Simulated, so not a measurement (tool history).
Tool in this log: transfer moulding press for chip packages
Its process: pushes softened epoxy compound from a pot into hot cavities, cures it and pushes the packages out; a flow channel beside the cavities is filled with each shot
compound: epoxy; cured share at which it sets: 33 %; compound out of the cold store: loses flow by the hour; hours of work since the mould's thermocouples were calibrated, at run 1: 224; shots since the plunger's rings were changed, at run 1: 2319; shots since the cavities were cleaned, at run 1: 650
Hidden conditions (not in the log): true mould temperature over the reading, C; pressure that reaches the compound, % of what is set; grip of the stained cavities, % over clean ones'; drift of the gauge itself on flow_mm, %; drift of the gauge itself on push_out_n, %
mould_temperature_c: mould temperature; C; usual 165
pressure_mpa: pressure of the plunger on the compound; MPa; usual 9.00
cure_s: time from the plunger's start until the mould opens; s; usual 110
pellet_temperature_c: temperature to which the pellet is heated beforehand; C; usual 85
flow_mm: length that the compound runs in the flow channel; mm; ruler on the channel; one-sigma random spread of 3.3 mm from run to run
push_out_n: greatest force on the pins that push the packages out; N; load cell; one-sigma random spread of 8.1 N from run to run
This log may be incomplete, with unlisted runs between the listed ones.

run     day  mould_temperature_c  pressure_mpa  cure_s  pellet_temperature_c  hours of work since the mould's thermocouples were calibrated  shots since the plunger's rings were changed  shots since the cavities were cleaned  incoming compound's hours out of the cold store  flow_mm  push_out_n
  1   0.000                  165          9.00     110                    85                                                            224                                          2319                                    650                                             33.6      514         503
  2   0.650                  165          9.00     110                    93                                                            231                                          2447                                    778                                             34.0      517         500
      0.792  -- cavities cleaned with cleaning compound and waxed
  3   1.054                  165          9.00     110                    93                                                            235                                          2515                                     52                                             24.1      545         345
  4   1.521                  165          9.00     110                    93                                                            240                                          2608                                    145                                             29.3      525         386
  5   2.167                  165          9.00     110                    85                                                            247                                          2736                                    273                                             43.8      489         416
  6   2.454                  165          9.00     110                    85                                                            250                                          2793                                    330                                             22.9      547         452
  7   2.804                  165          9.00     110                    85                                                            254                                          2861                                    398                                             37.6      504         444
  8   3.158                  165          9.00     110                    85                                                            258                                          2932                                    469                                             43.8      491         475
  9   3.808                  165          9.00     110                    85                                                            265                                          3060                                    597                                             43.4      492         481
 10   4.312                  165          9.00     110                    85                                                            270                                          3161                                    698                                             15.9      558         526
      4.862  -- cavities cleaned with cleaning compound and waxed
 11   4.958                  165          9.00     110                    85                                                            276                                          3276                                     19                                             47.9      477         332
 12   5.621                  165          9.00     110                    85                                                            284                                          3407                                    150                                             30.0      513         389
      6.033  -- plunger's sealing rings changed
 13   6.117                  165         10.70     110                    85                                                            288                                            16                                    228                                             16.1      637         434
 14   6.575                  165         10.70     110                    85                                                            293                                           107                                    319                                             10.5      666         463
 15   7.208                  165          7.98     129                    85                                                            300                                           233                                    445                                             33.9      512         427
 16   7.675                  165          7.98     129                    85                                                            305                                           325                                    537                                             46.1      477         420
 17   8.317                  165          7.98     129                    85                                                            312                                           452                                    664                                             46.6      477         442
 18   8.746                  170          9.38     111                    77                                                            317                                           537                                    749                                             25.2      558         471
      9.033  -- cavities cleaned with cleaning compound and waxed
 19   9.442                  165          9.74     131                    84                                                            323                                           663                                     81                                             43.6      536         321
 20   9.900                  157          9.74     131                    84                                                            328                                           754                                    172                                             42.3      553         464
 21  10.221                  157          9.88     112                    94                                                            332                                           817                                    235                                             37.9      567         644
 22  10.688                  171          9.88     114                    94                                                            337                                           910                                    328                                             46.4      517         376
 23  11.254                  165          9.06      94                    87                                                            343                                          1022                                    440                                             31.9      542         606
 24  11.792                  165          9.06      94                    87                                                            349                                          1128                                    546                                             34.7      534         642
 25  12.158                  170          6.92      94                    87                                                            353                                          1201                                    619                                             23.4      483         490
 26  12.558                  169          7.53     101                    87                                                            357                                          1281                                    699                                             19.9      513         480

Run 27 comes next. What will it give?
     13.108  -- cavities cleaned with cleaning compound and waxed
 27  13.121                  165          9.00      94                    94                                                            363                                          1379                                      2                                             46.8        ?           ?

Run 27 came out at flow_mm 491 mm, push_out_n 405 N.
Without the tool's hidden state the same run would have given flow_mm 507 mm, push_out_n 406 N.
